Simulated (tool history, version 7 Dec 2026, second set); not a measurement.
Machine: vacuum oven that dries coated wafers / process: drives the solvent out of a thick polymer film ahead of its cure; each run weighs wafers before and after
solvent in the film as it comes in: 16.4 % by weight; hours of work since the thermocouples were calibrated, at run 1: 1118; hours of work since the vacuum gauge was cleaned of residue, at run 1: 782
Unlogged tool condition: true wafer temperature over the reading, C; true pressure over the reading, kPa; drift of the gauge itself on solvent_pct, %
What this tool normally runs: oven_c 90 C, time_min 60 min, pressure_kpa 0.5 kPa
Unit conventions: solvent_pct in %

run,day,oven_c,time_min,pressure_kpa,hours of work since the thermocouples were calibrated,hours of work since the vacuum gauge was cleaned of residue,solvent_pct
1,0,90,60,0.5,1118,782,1.26
2,1.279,90,60,0.367,1139,803,1.04
3,2.429,90,60,0.367,1157,821,1.03
4,4.483,90,60,0.5,1190,854,1.24
5,6.467,90,60,0.5,1222,886,1.28
# day 6.942: oven's thermocouples calibrated
6,8.396,90,60,0.5,23,915,1.5
7,9.525,90,60,0.5,41,933,1.55
8,10.888,90,60,0.525,63,955,1.59
9,11.721,90,60,0.525,77,969,1.56
10,13.679,90,60,0.5,108,1000,1.59
11,14.738,90,60,0.5,125,1017,1.53
12,16.692,79,60,0.5,156,1048,3.33
13,18.008,80,60,0.5,177,1069,3.31
14,20.017,80,60,0.783,210,1102,3.63
15,21.367,83,60,0.362,231,1123,2.36
16,22.771,87,76,0.424,254,1146,1.49
17,24.412,87,76,0.424,280,1172,1.52
18,25.85,87,76,0.424,303,1195,1.55
19,27.004,85,96,0.632,321,1214,1.88
20,28.017,85,85,1.646,338,1230,3.52
21,29.483,76,104,0.5,361,1253,2.66
22,30.371,81,64,0.508,375,1268,2.87
23,32.375,81,64,0.508,408,1300,2.98
24,34.325,90,60,0.313,439,1331,1.39

Alternative continuations, all from the tool just after run 24; predict every row:
A,35.667,96,60,1.089,460,1352,?
B,35.667,86,60,0.299,460,1352,?
C,35.667,90,60,1.94,460,1352,?

run,solvent_pct
A,1.73
B,1.95
C,3.38
With the hidden condition removed and each run's random variation left untouched, the same runs would have given:
run,solvent_pct
A,1.26
B,1.29
C,2.82

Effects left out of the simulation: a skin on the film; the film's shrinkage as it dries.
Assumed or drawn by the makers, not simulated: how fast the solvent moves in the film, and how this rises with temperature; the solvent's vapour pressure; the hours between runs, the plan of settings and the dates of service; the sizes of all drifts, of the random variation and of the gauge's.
